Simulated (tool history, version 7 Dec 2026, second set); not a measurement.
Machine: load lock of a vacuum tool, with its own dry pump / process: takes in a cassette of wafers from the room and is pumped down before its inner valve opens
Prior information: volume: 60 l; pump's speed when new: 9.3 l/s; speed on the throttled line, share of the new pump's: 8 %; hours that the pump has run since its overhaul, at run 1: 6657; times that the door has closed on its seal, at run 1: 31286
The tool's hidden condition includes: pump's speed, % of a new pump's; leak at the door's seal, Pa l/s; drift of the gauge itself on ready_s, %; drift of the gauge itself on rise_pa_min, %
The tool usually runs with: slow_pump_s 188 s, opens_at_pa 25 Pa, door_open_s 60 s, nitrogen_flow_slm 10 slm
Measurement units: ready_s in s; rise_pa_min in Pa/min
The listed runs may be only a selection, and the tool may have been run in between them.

| run | day | slow_pump_s | opens_at_pa | door_open_s | nitrogen_flow_slm | hours that the pump has run since its overhaul | times that the door has closed on its seal | incoming humidity of the room's air, % | ready_s | rise_pa_min |
|---|---|---|---|---|---|---|---|---|---|---|
| 1 | 0.000 | 188 | 25 | 60 | 10 | 6657 | 31286 | 46.3 | 226.2 | 0.360 |
| 2 | 3.929 | 188 | 25 | 60 | 10 | 6752 | 31631 | 45.8 | 226.1 | 0.356 |
| 3 | 10.708 | 188 | 25 | 60 | 10 | 6914 | 32228 | 46.4 | 225.9 | 0.373 |
| 4 | 17.417 | 188 | 25 | 60 | 10 | 7075 | 32819 | 43.4 | 225.6 | 0.382 |
| 5 | 26.892 | 188 | 25 | 60 | 10 | 7303 | 33652 | 45.9 | 226.2 | 0.387 |
| 6 | 35.308 | 188 | 25 | 60 | 10 | 7505 | 34393 | 43.8 | 226.5 | 0.412 |
| 7 | 44.908 | 188 | 25 | 68 | 10 | 7735 | 35238 | 46.2 | 226.0 | 0.429 |
| 8 | 50.942 | 188 | 25 | 68 | 16 | 7880 | 35769 | 44.2 | 226.7 | 0.438 |
| 9 | 56.775 | 188 | 25 | 68 | 16 | 8020 | 36282 | 44.9 | 225.9 | 0.450 |
| 10 | 61.033 | 329 | 24 | 60 | 10 | 8122 | 36657 | 47.8 | 355.9 | 0.459 |
| 11 | 70.667 | 188 | 27 | 60 | 31 | 8353 | 37505 | 40.8 | 225.6 | 0.465 |

Forecast each of these 5 alternatives for the next run:
|  | 74.075 | door's seal changed, seat wiped |
| A | 78.288 | 188 | 27 | 60 | 39 | 8535 | 371 | 45.3 | ? | ? |
|  | 74.075 | door's seal changed, seat wiped |
| B | 78.288 | 331 | 25 | 60 | 10 | 8535 | 371 | 42.1 | ? | ? |
|  | 74.075 | door's seal changed, seat wiped |
| C | 78.288 | 98 | 42 | 60 | 5 | 8535 | 371 | 45.1 | ? | ? |
|  | 74.075 | door's seal changed, seat wiped |
| D | 78.288 | 234 | 32 | 57 | 10 | 8535 | 371 | 44.1 | ? | ? |
|  | 74.075 | door's seal changed, seat wiped |
| E | 78.288 | 279 | 40 | 60 | 27 | 8535 | 371 | 48.2 | ? | ? |

| run | ready_s | rise_pa_min |
|---|---|---|
| A | 226.2 | 0.007 |
| B | 357.1 | 0.015 |
| C | 140.3 | 0.024 |
| D | 266.9 | 0.020 |
| E | 306.9 | 0.007 |
With no hidden state in the tool, these same runs would have given:
| run | ready_s | rise_pa_min |
|---|---|---|
| A | 226.2 | 0.006 |
| B | 357.1 | 0.015 |
| C | 140.3 | 0.023 |
| D | 266.8 | 0.019 |
| E | 306.9 | 0.006 |

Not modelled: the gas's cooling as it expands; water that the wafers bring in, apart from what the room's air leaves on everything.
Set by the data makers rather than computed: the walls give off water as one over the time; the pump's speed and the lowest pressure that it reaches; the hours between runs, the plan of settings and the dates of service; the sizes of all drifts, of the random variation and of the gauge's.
